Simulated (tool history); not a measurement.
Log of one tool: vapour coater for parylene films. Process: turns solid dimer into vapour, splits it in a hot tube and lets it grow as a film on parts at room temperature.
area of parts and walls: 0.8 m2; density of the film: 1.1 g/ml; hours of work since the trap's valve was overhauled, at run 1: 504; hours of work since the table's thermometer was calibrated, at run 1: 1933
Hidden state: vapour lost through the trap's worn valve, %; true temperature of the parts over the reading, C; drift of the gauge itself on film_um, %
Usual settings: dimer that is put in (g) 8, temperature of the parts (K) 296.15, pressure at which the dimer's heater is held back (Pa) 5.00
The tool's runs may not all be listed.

| run | day | dimer that is put in (g) | temperature of the parts (K) | pressure at which the dimer's heater is held back (Pa) | hours of work since the trap's valve was overhauled | hours of work since the table's thermometer was calibrated | thickness of the film (µm) |
|---|---|---|---|---|---|---|---|
| 1 | 0.000 | 8 | 296.15 | 5.00 | 504 | 1933 | 6.92 |
| 2 | 1.142 | 8 | 296.15 | 2.15 | 526 | 1956 | 7.45 |
|  | 1.862 | trap's valve overhauled |
| 3 | 3.442 | 5 | 296.15 | 5.00 | 31 | 1998 | 4.35 |
| 4 | 4.746 | 8 | 296.15 | 5.00 | 57 | 2023 | 6.76 |
| 5 | 5.962 | 8 | 296.15 | 5.00 | 81 | 2047 | 6.90 |
| 6 | 7.217 | 8 | 296.15 | 5.00 | 105 | 2072 | 6.88 |
| 7 | 9.088 | 8 | 296.15 | 5.00 | 142 | 2109 | 6.85 |
| 8 | 10.292 | 8 | 296.15 | 8.39 | 166 | 2133 | 6.54 |
| 9 | 11.533 | 8 | 296.15 | 6.24 | 190 | 2157 | 6.73 |
| 10 | 12.938 | 8 | 296.15 | 5.00 | 218 | 2185 | 6.87 |
| 11 | 15.071 | 8 | 296.15 | 5.00 | 260 | 2227 | 6.91 |
| 12 | 16.454 | 8 | 296.15 | 5.00 | 287 | 2254 | 6.86 |
| 13 | 19.025 | 8 | 296.15 | 5.00 | 338 | 2304 | 6.84 |
| 14 | 21.292 | 8 | 296.15 | 5.00 | 382 | 2349 | 6.84 |
| 15 | 22.638 | 8 | 296.15 | 5.00 | 409 | 2375 | 6.92 |
| 16 | 24.988 | 6 | 292.15 | 5.00 | 455 | 2422 | 5.50 |
|  | 26.004 | table's thermometer calibrated |
| 17 | 27.175 | 8 | 296.15 | 5.00 | 497 | 23 | 6.80 |
|  | 29.375 | trap's valve overhauled |
| 18 | 29.538 | 8 | 296.15 | 5.00 | 3 | 66 | 6.81 |
| 19 | 31.733 | 13 | 293.15 | 10.77 | 46 | 109 | 10.91 |
| 20 | 33.217 | 4 | 293.15 | 10.77 | 76 | 139 | 3.37 |
| 21 | 34.317 | 4 | 292.15 | 10.77 | 97 | 160 | 3.45 |
| 22 | 35.908 | 8 | 289.15 | 3.76 | 129 | 192 | 8.17 |
| 23 | 38.217 | 14 | 305.15 | 3.27 | 174 | 237 | 10.37 |
| 24 | 40.638 | 4 | 292.15 | 10.21 | 222 | 285 | 3.42 |
| 25 | 42.358 | 8 | 302.15 | 5.00 | 255 | 319 | 6.11 |
| 26 | 44.412 | 8 | 302.15 | 5.00 | 296 | 359 | 6.01 |
| 27 | 46.175 | 10 | 302.15 | 5.62 | 331 | 394 | 7.57 |
| 28 | 47.667 | 7 | 302.15 | 4.05 | 360 | 423 | 5.43 |
| 29 | 49.112 | 7 | 302.15 | 4.05 | 388 | 451 | 5.45 |

3 ways to go on from here, each from the tool as it stands after run 29. What would each give?
| A | 51.679 | 8 | 296.15 | 6.25 | 439 | 502 | ? |
| B | 51.679 | 12 | 304.15 | 5.71 | 439 | 502 | ? |
| C | 51.679 | 4 | 297.15 | 4.44 | 439 | 502 | ? |

| run | thickness of the film (µm) |
|---|---|
| A | 6.71 |
| B | 8.64 |
| C | 3.36 |
Without the tool's hidden state the same runs would have given:
| run | thickness of the film (µm) |
|---|---|
| A | 6.74 |
| B | 8.67 |
| C | 3.37 |
